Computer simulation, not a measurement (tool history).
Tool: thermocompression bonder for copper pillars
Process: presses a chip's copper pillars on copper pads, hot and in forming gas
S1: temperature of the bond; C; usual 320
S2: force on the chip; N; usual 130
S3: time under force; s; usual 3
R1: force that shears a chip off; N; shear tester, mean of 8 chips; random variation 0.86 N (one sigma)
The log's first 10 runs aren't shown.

run 11 day=3.096 | S1=320 S2=130 S3=3 | R1=63.8
run 12 day=3.325 | S1=320 S2=130 S3=3 | R1=63.0
run 13 day=3.638 | S1=320 S2=130 S3=3 | R1=63.1
run 14 day=3.883 | S1=297 S2=130 S3=3 | R1=49.5
run 15 day=4.100 | S1=297 S2=130 S3=3 | R1=50.1
run 16 day=4.421 | S1=297 S2=130 S3=3 | R1=51.7
run 17 day=4.817 | S1=297 S2=130 S3=3 | R1=51.5
run 18 day=4.996 | S1=297 S2=130 S3=3 | R1=49.0
run 19 day=5.296 | S1=340 S2=130 S3=4 | R1=78.4
run 20 day=5.592 | S1=340 S2=83 S3=4 | R1=63.1
-- day=5.762 forming gas filter changed
run 21 day=6.029 | S1=310 S2=122 S3=9 | R1=82.0
run 22 day=6.296 | S1=320 S2=119 S3=4 | R1=71.5
run 23 day=6.646 | S1=317 S2=130 S3=3 | R1=64.7
run 24 day=7.033 | S1=337 S2=95 S3=6 | R1=81.9
run 25 day=7.375 | S1=329 S2=114 S3=7 | R1=86.8
run 26 day=7.667 | S1=297 S2=151 S3=2 | R1=50.5
run 27 day=8.062 | S1=297 S2=92 S3=6 | R1=55.8
run 28 day=8.379 | S1=297 S2=92 S3=6 | R1=56.4
run 29 day=8.750 | S1=325 S2=116 S3=3 | R1=64.3
run 30 day=8.962 | S1=347 S2=128 S3=4 | R1=87.6
run 31 day=9.367 | S1=320 S2=130 S3=2 | R1=57.5
run 32 day=9.571 | S1=323 S2=86 S3=4 | R1=60.4

Forecast each of these 4 alternatives for the next run:
run A day=9.846 | S1=315 S2=154 S3=4 | R1=?
run B day=9.846 | S1=295 S2=86 S3=5 | R1=?
run C day=9.846 | S1=338 S2=130 S3=3 | R1=?
run D day=9.846 | S1=291 S2=91 S3=5 | R1=?

run=A R1=75.2
run=B R1=49.0
run=C R1=75.3
run=D R1=47.9
Without the tool's hidden state the same runs would have given:
run=A R1=79.5
run=B R1=52.6
run=C R1=79.3
run=D R1=51.4
